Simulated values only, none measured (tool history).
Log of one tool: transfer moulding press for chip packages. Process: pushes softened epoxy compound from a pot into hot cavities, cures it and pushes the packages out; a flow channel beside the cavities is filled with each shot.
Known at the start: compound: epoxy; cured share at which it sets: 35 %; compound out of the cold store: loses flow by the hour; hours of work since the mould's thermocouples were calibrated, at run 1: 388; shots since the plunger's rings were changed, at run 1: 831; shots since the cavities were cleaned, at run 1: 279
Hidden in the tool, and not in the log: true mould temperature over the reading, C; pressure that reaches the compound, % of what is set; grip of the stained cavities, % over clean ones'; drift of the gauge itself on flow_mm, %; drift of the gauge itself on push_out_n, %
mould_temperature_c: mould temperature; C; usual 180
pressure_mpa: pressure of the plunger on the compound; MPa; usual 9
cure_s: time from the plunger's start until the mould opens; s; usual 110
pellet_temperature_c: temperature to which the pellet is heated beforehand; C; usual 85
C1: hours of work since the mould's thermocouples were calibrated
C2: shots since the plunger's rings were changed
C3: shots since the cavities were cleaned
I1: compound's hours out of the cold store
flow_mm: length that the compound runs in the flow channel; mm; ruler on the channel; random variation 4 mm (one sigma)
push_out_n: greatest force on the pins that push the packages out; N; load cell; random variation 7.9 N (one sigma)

run 1 day=0 | mould_temperature_c=180 pressure_mpa=9 cure_s=110 pellet_temperature_c=85 | C1=388 C2=831 C3=279 | I1=41.3 | flow_mm=809 push_out_n=460
run 2 day=0.638 | mould_temperature_c=176 pressure_mpa=9 cure_s=110 pellet_temperature_c=85 | C1=394 C2=952 C3=400 | I1=29.2 | flow_mm=853 push_out_n=577
run 3 day=1.442 | mould_temperature_c=176 pressure_mpa=9 cure_s=110 pellet_temperature_c=85 | C1=403 C2=1106 C3=554 | I1=14.2 | flow_mm=897 push_out_n=650
run 4 day=2.308 | mould_temperature_c=180 pressure_mpa=9 cure_s=110 pellet_temperature_c=85 | C1=412 C2=1272 C3=720 | I1=23.5 | flow_mm=859 push_out_n=574
-- day=2.467 cavities cleaned with cleaning compound and waxed
run 5 day=3.525 | mould_temperature_c=180 pressure_mpa=9 cure_s=110 pellet_temperature_c=85 | C1=424 C2=1492 C3=202 | I1=35.8 | flow_mm=816 push_out_n=421
run 6 day=4.388 | mould_temperature_c=180 pressure_mpa=9 cure_s=110 pellet_temperature_c=85 | C1=433 C2=1656 C3=366 | I1=35.7 | flow_mm=814 push_out_n=477
run 7 day=5.142 | mould_temperature_c=180 pressure_mpa=9 cure_s=110 pellet_temperature_c=85 | C1=441 C2=1800 C3=510 | I1=41.6 | flow_mm=792 push_out_n=528
run 8 day=5.838 | mould_temperature_c=180 pressure_mpa=9 cure_s=110 pellet_temperature_c=85 | C1=448 C2=1933 C3=643 | I1=33.8 | flow_mm=816 push_out_n=558
-- day=6.392 cavities cleaned with cleaning compound and waxed
run 9 day=6.671 | mould_temperature_c=180 pressure_mpa=9 cure_s=110 pellet_temperature_c=85 | C1=456 C2=2080 C3=53 | I1=13 | flow_mm=876 push_out_n=347
run 10 day=7.742 | mould_temperature_c=180 pressure_mpa=9 cure_s=110 pellet_temperature_c=85 | C1=467 C2=2284 C3=257 | I1=28.2 | flow_mm=825 push_out_n=446
run 11 day=8.3 | mould_temperature_c=180 pressure_mpa=9 cure_s=110 pellet_temperature_c=85 | C1=473 C2=2391 C3=364 | I1=40.6 | flow_mm=792 push_out_n=478
run 12 day=9.546 | mould_temperature_c=180 pressure_mpa=9 cure_s=110 pellet_temperature_c=85 | C1=486 C2=2629 C3=602 | I1=14.6 | flow_mm=866 push_out_n=549
run 13 day=10.15 | mould_temperature_c=182 pressure_mpa=9 cure_s=110 pellet_temperature_c=85 | C1=492 C2=2744 C3=717 | I1=17.3 | flow_mm=848 push_out_n=543
-- day=10.325 cavities cleaned with cleaning compound and waxed
run 14 day=11.104 | mould_temperature_c=182 pressure_mpa=9 cure_s=110 pellet_temperature_c=85 | C1=502 C2=2914 C3=148 | I1=33.1 | flow_mm=798 push_out_n=391
run 15 day=11.829 | mould_temperature_c=182 pressure_mpa=9 cure_s=110 pellet_temperature_c=85 | C1=509 C2=3052 C3=286 | I1=18.1 | flow_mm=840 push_out_n=437
-- day=12.779 plunger's sealing rings changed
run 16 day=12.829 | mould_temperature_c=182 pressure_mpa=10.44 cure_s=95 pellet_temperature_c=79 | C1=519 C2=9 C3=457 | I1=27.3 | flow_mm=917 push_out_n=552
run 17 day=13.562 | mould_temperature_c=179 pressure_mpa=9.32 cure_s=110 pellet_temperature_c=88 | C1=526 C2=150 C3=598 | I1=19.1 | flow_mm=911 push_out_n=572
-- day=14.35 cavities cleaned with cleaning compound and waxed
run 18 day=14.404 | mould_temperature_c=179 pressure_mpa=9.32 cure_s=110 pellet_temperature_c=88 | C1=534 C2=298 C3=10 | I1=41.3 | flow_mm=837 push_out_n=343
run 19 day=15.188 | mould_temperature_c=179 pressure_mpa=9.32 cure_s=110 pellet_temperature_c=88 | C1=543 C2=447 C3=159 | I1=46.4 | flow_mm=821 push_out_n=417
run 20 day=15.729 | mould_temperature_c=180 pressure_mpa=7.55 cure_s=110 pellet_temperature_c=88 | C1=548 C2=551 C3=263 | I1=26.7 | flow_mm=785 push_out_n=454
run 21 day=16.525 | mould_temperature_c=175 pressure_mpa=7.71 cure_s=105 pellet_temperature_c=83 | C1=557 C2=703 C3=415 | I1=18.9 | flow_mm=831 push_out_n=659
run 22 day=17.212 | mould_temperature_c=178 pressure_mpa=9 cure_s=149 pellet_temperature_c=82 | C1=564 C2=834 C3=546 | I1=10.8 | flow_mm=908 push_out_n=504
-- day=18.329 cavities cleaned with cleaning compound and waxed
run 23 day=18.504 | mould_temperature_c=180 pressure_mpa=9 cure_s=95 pellet_temperature_c=85 | C1=577 C2=1069 C3=34 | I1=22.5 | flow_mm=862 push_out_n=411
run 24 day=19.521 | mould_temperature_c=187 pressure_mpa=8.26 cure_s=95 pellet_temperature_c=85 | C1=587 C2=1263 C3=228 | I1=8.6 | flow_mm=840 push_out_n=413
run 25 day=20.321 | mould_temperature_c=180 pressure_mpa=9 cure_s=125 pellet_temperature_c=83 | C1=596 C2=1415 C3=380 | I1=21.4 | flow_mm=858 push_out_n=458
run 26 day=21.433 | mould_temperature_c=180 pressure_mpa=9 cure_s=125 pellet_temperature_c=83 | C1=607 C2=1627 C3=592 | I1=24.3 | flow_mm=849 push_out_n=515
-- day=22.275 cavities cleaned with cleaning compound and waxed
run 27 day=22.712 | mould_temperature_c=186 pressure_mpa=7.32 cure_s=106 pellet_temperature_c=90 | C1=620 C2=1860 C3=83 | I1=26.8 | flow_mm=730 push_out_n=358
run 28 day=23.375 | mould_temperature_c=180 pressure_mpa=6.94 cure_s=102 pellet_temperature_c=90 | C1=627 C2=1986 C3=209 | I1=44.9 | flow_mm=690 push_out_n=445
run 29 day=23.917 | mould_temperature_c=180 pressure_mpa=6.94 cure_s=102 pellet_temperature_c=90 | C1=632 C2=2090 C3=313 | I1=42.8 | flow_mm=694 push_out_n=504

The same runs without the tool's hidden state, with the same run-to-run variation:
run=1 flow_mm=824 push_out_n=338
run=2 flow_mm=870 push_out_n=398
run=3 flow_mm=917 push_out_n=412
run=4 flow_mm=881 push_out_n=337
run=5 flow_mm=839 push_out_n=330
run=6 flow_mm=839 push_out_n=327
run=7 flow_mm=818 push_out_n=337
run=8 flow_mm=845 push_out_n=337
run=9 flow_mm=909 push_out_n=321
run=10 flow_mm=859 push_out_n=333
run=11 flow_mm=826 push_out_n=328
run=12 flow_mm=906 push_out_n=338
run=13 flow_mm=889 push_out_n=316
run=14 flow_mm=838 push_out_n=324
run=15 flow_mm=885 push_out_n=322
run=16 flow_mm=920 push_out_n=368
run=17 flow_mm=916 push_out_n=359
run=18 flow_mm=844 push_out_n=344
run=19 flow_mm=830 push_out_n=343
run=20 flow_mm=794 push_out_n=340
run=21 flow_mm=843 push_out_n=460
run=22 flow_mm=923 push_out_n=312
run=23 flow_mm=879 push_out_n=404
run=24 flow_mm=859 push_out_n=319
run=25 flow_mm=880 push_out_n=317
run=26 flow_mm=874 push_out_n=317
run=27 flow_mm=753 push_out_n=314
run=28 flow_mm=713 push_out_n=356
run=29 flow_mm=719 push_out_n=369
